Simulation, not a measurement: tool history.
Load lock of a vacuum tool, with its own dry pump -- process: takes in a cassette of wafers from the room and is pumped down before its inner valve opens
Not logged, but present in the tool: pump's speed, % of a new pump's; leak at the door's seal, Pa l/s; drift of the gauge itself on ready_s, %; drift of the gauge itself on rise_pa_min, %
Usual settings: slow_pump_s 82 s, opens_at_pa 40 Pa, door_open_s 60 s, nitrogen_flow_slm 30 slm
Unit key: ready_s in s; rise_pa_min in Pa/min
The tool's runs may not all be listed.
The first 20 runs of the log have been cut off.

| run | hour | slow_pump_s | opens_at_pa | door_open_s | nitrogen_flow_slm | hours that the pump has run since its overhaul | times that the door has closed on its seal | incoming humidity of the room's air, % | ready_s | rise_pa_min |
|---|---|---|---|---|---|---|---|---|---|---|
| 21 | 6585.1 | 82 | 31 | 60 | 42 | 4064 | 11175 | 44.1 | 127.4 | 0.044 |
| 22 | 6906.4 | 91 | 31 | 35 | 42 | 4385 | 11674 | 47.0 | 133.3 | 0.039 |
| 23 | 7230.4 | 82 | 40 | 75 | 30 | 4709 | 12178 | 47.0 | 124.3 | 0.062 |
| 24 | 7679.9 | 82 | 40 | 75 | 30 | 5159 | 12877 | 43.5 | 124.0 | 0.059 |
| 25 | 8096.8 | 82 | 40 | 75 | 30 | 5575 | 13525 | 46.0 | 125.0 | 0.070 |
| 26 | 8508.7 | 82 | 40 | 75 | 30 | 5987 | 14165 | 47.6 | 127.2 | 0.072 |
| 27 | 8767.5 | 60 | 46 | 156 | 7 | 6246 | 14568 | 45.0 | 105.3 | 0.131 |
| 28 | 9111.8 | 60 | 50 | 156 | 7 | 6590 | 15103 | 45.2 | 105.1 | 0.128 |
| 29 | 9536.5 | 77 | 72 | 215 | 29 | 7015 | 15763 | 48.8 | 118.5 | 0.118 |
| 30 | 9864.9 | 155 | 37 | 112 | 29 | 7344 | 16274 | 46.1 | 187.8 | 0.086 |
| 31 | 10229.1 | 82 | 50 | 60 | 22 | 7708 | 16840 | 41.6 | 126.3 | 0.073 |
| 32 | 10467.5 | 82 | 50 | 60 | 22 | 7946 | 17211 | 47.7 | 124.1 | 0.075 |
| 33 | 10750.5 | 82 | 50 | 60 | 22 | 8229 | 17651 | 42.1 | 124.9 | 0.074 |
| 34 | 11163.3 | 51 | 40 | 60 | 30 | 8642 | 18293 | 44.8 | 101.6 | 0.074 |
| 35 | 11516.6 | 51 | 40 | 60 | 30 | 8995 | 18842 | 45.0 | 100.4 | 0.071 |
| 36 | 11917.7 | 42 | 62 | 36 | 16 | 9396 | 19466 | 46.3 | 91.5 | 0.074 |
| 37 | 12261.2 | 82 | 35 | 60 | 8 | 9740 | 20000 | 43.3 | 128.1 | 0.093 |
| 38 | 12617.3 | 82 | 79 | 60 | 5 | 10096 | 20554 | 43.2 | 124.0 | 0.094 |

Here are 3 independent what-if runs from the current tool condition. What would each one return?
| A | 13070.3 | 82 | 79 | 60 | 42 | 10549 | 21258 | 45.0 | ? | ? |
| B | 13070.3 | 129 | 33 | 63 | 30 | 10549 | 21258 | 44.1 | ? | ? |
| C | 13070.3 | 82 | 31 | 60 | 5 | 10549 | 21258 | 45.2 | ? | ? |

| run | ready_s | rise_pa_min |
|---|---|---|
| A | 122.2 | 0.080 |
| B | 167.6 | 0.081 |
| C | 131.1 | 0.098 |
Had the tool no hidden state, the same runs would have come out as:
| run | ready_s | rise_pa_min |
|---|---|---|
| A | 117.5 | 0.036 |
| B | 163.0 | 0.038 |
| C | 125.5 | 0.056 |
